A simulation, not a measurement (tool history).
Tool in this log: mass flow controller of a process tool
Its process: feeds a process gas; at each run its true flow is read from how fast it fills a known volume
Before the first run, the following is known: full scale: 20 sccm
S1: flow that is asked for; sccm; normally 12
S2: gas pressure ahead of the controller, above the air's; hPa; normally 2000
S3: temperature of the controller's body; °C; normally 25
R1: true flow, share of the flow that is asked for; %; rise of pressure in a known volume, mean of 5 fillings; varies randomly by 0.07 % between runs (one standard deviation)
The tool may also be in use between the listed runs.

run	day	S1	S2	S3	R1
1	0	12	2000	25	99.2
2	14.788	12	2000	25	99.15
3	32.321	12	2000	25	99.02
4	44.458	12	2000	25	98.99
5	55.625	12	2000	25	99.01
6	71.583	12	2000	25	98.83
7	81.662	12	2000	25	98.8
8	98.238	12	2120	25	98.8
9	109.579	12	2120	25	98.71
10	120.7	12	2120	25	98.56
11	135.738	12	2000	25	98.64
12	145.321	12	2000	25	98.5
13	159.15	12	2000	39	97.11
# day 170.096: gauge calibrated
14	172.633	12	2000	39	98.1
15	190.588	12	2000	39	97.78
16	206.354	9	2680	39	97.57
17	223.667	9	2680	39	97.5
# day 232.792: controller's zero set anew
18	234.283	9	2680	39	97.41
19	250.312	9	2680	39	97.43
20	263.55	7	2400	31	97.85
21	279.838	4	2000	24	98.04
22	287.621	12	2000	34	97.82
23	297.25	10	1740	24	98.42
24	312.329	17	1740	24	99.12
25	329.108	5	2250	29	97.41
26	339.688	17	1990	31	98.32
27	348.746	4	2460	36	96.61

Predict each of these 3 candidate next runs independently; none follows another, all start after run 27:
# day 353.321: controller exchanged for a calibrated one
A	358.104	4	1450	24	?
# day 353.321: controller exchanged for a calibrated one
B	358.104	6	2460	33	?
# day 353.321: controller exchanged for a calibrated one
C	358.104	12	2330	25	?

run	R1
A	97.6
B	97.03
C	98.21
The same runs, with their run-to-run variation unchanged, on a tool lacking any hidden condition would have given:
run	R1
A	98.59
B	98.01
C	99.2
